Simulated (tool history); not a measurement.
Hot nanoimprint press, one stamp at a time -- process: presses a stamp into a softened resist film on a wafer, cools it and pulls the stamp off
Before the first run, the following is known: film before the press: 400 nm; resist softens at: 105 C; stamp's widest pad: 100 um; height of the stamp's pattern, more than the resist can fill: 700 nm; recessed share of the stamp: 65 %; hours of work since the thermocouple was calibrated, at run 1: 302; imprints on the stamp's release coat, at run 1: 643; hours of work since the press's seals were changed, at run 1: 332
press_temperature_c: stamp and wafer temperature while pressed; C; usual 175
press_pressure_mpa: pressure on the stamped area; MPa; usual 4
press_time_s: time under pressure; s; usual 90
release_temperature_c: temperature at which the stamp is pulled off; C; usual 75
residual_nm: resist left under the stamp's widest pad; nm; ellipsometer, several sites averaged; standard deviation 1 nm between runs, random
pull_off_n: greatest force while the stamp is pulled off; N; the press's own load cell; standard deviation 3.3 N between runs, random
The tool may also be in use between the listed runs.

run,hour,press_temperature_c,press_pressure_mpa,press_time_s,release_temperature_c,hours of work since the thermocouple was calibrated,imprints on the stamp's release coat,hours of work since the press's seals were changed,residual_nm,pull_off_n
1,0,175,4,90,75,302,643,332,160.5,185
2,15.4,175,4,90,75,312,705,342,160.6,188
3,39.9,175,5.8,90,75,328,804,358,138.7,187
4,57.9,175,5.8,90,75,340,877,370,140.6,199
5,82.5,175,4,90,75,356,976,386,163,193
6,107.2,175,4,90,75,373,1076,403,161.3,207
7,118.7,175,5.61,90,75,380,1123,410,141.6,209
8,131.9,175,5.61,90,75,389,1176,419,143.7,213
9,154.9,175,4,90,75,404,1269,434,164.5,219
10,169.9,175,4,90,78,414,1330,444,165.2,206
11,193.9,175,4,90,78,430,1427,460,164.7,207
# hour 199.4: plate thermocouple calibrated
12,221.3,175,4,90,78,14,1525,476,153.7,210
13,245.2,169,3.62,164,75,30,1622,491,169.8,227

What does the tool deliver on the next run?
14,264.7,176,4,90,65,43,1701,504,?,?

residual_nm: 147.7 nm
pull_off_n: 260 N
Without the tool's hidden state the same run would have given residual_nm 142.8 nm, pull_off_n 175 N.
